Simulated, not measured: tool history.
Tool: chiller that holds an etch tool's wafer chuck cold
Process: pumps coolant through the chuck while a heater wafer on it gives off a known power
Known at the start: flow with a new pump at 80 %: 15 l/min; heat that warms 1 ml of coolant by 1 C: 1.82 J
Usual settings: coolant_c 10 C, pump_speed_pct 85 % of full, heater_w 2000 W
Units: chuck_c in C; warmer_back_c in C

Run 1, hour 0.0: usual settings. Result: chuck_c 29.9 C, warmer_back_c 4.10 C.
Run 2, hour 24.9: usual settings but pump_speed_pct 82 % of full. Result: chuck_c 30.7 C, warmer_back_c 4.32 C.
Run 3, hour 58.0: usual settings but coolant_c 14 C. Result: chuck_c 34.1 C, warmer_back_c 4.12 C.
Run 4, hour 83.9: usual settings but coolant_c 14 C. Result: chuck_c 34.1 C, warmer_back_c 4.18 C.
Run 5, hour 106.2: usual settings but coolant_c 14 C. Result: chuck_c 34.0 C, warmer_back_c 4.14 C.
Run 6, hour 140.5: usual settings but coolant_c 14 C. Result: chuck_c 34.1 C, warmer_back_c 4.13 C.
Run 7, hour 166.0: usual settings but pump_speed_pct 93 % of full. Result: chuck_c 28.8 C, warmer_back_c 3.82 C.
Run 8, hour 200.9: usual settings but pump_speed_pct 93 % of full. Result: chuck_c 28.8 C, warmer_back_c 3.82 C.
Run 9, hour 223.6: usual settings but pump_speed_pct 93 % of full. Result: chuck_c 28.7 C, warmer_back_c 3.80 C.
Run 10, hour 254.8: usual settings but pump_speed_pct 93 % of full. Result: chuck_c 28.7 C, warmer_back_c 3.82 C.
Run 11, hour 281.1: usual settings but pump_speed_pct 93 % of full. Result: chuck_c 28.9 C, warmer_back_c 3.77 C.
Run 12, hour 311.3: usual settings but pump_speed_pct 93 % of full. Result: chuck_c 29.1 C, warmer_back_c 3.78 C.
At hour 314.4: chiller's thermometer calibrated.
Run 13, hour 328.3: usual settings but pump_speed_pct 81 % of full. Result: chuck_c 31.2 C, warmer_back_c 4.44 C.
Run 14, hour 352.2: usual settings but pump_speed_pct 81 % of full. Result: chuck_c 31.2 C, warmer_back_c 4.38 C.
Run 15, hour 373.2: usual settings. Result: chuck_c 30.5 C, warmer_back_c 4.19 C.
Run 16, hour 408.1: usual settings but coolant_c 0 C, pump_speed_pct 95 % of full, heater_w 2528 W. Result: chuck_c 23.5 C, warmer_back_c 4.71 C.
At hour 441.9: chiller's thermometer calibrated, once more.
Run 17, hour 443.1: usual settings but coolant_c 0 C, pump_speed_pct 95 % of full, heater_w 2528 W. Result: chuck_c 23.3 C, warmer_back_c 4.73 C.
Run 18, hour 464.4: usual settings but pump_speed_pct 65 % of full, heater_w 2885 W. Result: chuck_c 46.5 C, warmer_back_c 8.08 C.
Run 19, hour 485.6: usual settings but pump_speed_pct 63 % of full, heater_w 2993 W. Result: chuck_c 48.8 C, warmer_back_c 8.57 C.
Run 20, hour 504.8: usual settings but pump_speed_pct 63 % of full, heater_w 2993 W. Result: chuck_c 48.7 C, warmer_back_c 8.55 C.
Run 21, hour 531.4: usual settings but pump_speed_pct 77 % of full. Result: chuck_c 31.9 C, warmer_back_c 4.71 C.
Run 22, hour 560.1: usual settings but pump_speed_pct 77 % of full. Result: chuck_c 32.1 C, warmer_back_c 4.67 C.
Run 23, hour 576.8: usual settings but pump_speed_pct 91 % of full. Result: chuck_c 29.3 C, warmer_back_c 3.89 C.
Run 24, hour 593.9: usual settings but coolant_c 11 C, pump_speed_pct 81 % of full. Result: chuck_c 32.2 C, warmer_back_c 4.46 C.
Run 25, hour 608.5: usual settings but coolant_c 2 C, pump_speed_pct 81 % of full, heater_w 2071 W. Result: chuck_c 23.9 C, warmer_back_c 4.58 C.
Run 26, hour 644.4: usual settings but coolant_c 2 C, pump_speed_pct 81 % of full, heater_w 2071 W. Result: chuck_c 23.9 C, warmer_back_c 4.54 C.
Run 27, hour 667.6: usual settings but coolant_c 4 C, pump_speed_pct 80 % of full, heater_w 1987 W. Result: chuck_c 25.5 C, warmer_back_c 4.44 C.
Run 28, hour 690.5: usual settings but coolant_c 4 C, pump_speed_pct 80 % of full, heater_w 1987 W. Result: chuck_c 25.6 C, warmer_back_c 4.43 C.
Run 29, hour 717.0: usual settings but coolant_c 16 C, pump_speed_pct 81 % of full, heater_w 1532 W. Result: chuck_c 32.4 C, warmer_back_c 3.42 C.

Forecast each of these 4 alternatives for the next run:
Run A, hour 735.5: usual settings but pump_speed_pct 67 % of full, heater_w 1926 W. Result: chuck_c ?, warmer_back_c ?.
Run B, hour 735.5: usual settings but coolant_c 13 C, pump_speed_pct 69 % of full, heater_w 1874 W. Result: chuck_c ?, warmer_back_c ?.
Run C, hour 735.5: usual settings but coolant_c 4 C, pump_speed_pct 81 % of full, heater_w 1089 W. Result: chuck_c ?, warmer_back_c ?.
Run D, hour 735.5: usual settings but coolant_c 5 C, pump_speed_pct 66 % of full, heater_w 1780 W. Result: chuck_c ?, warmer_back_c ?.

run  chuck_c  warmer_back_c
  A     34.0           5.16
  B     36.0           4.92
  C     15.7           2.40
  D     27.6           4.89
Without the tool's hidden state the same runs would have given:
run  chuck_c  warmer_back_c
  A     32.5           5.04
  B     34.5           4.81
  C     14.9           2.35
  D     26.1           4.78
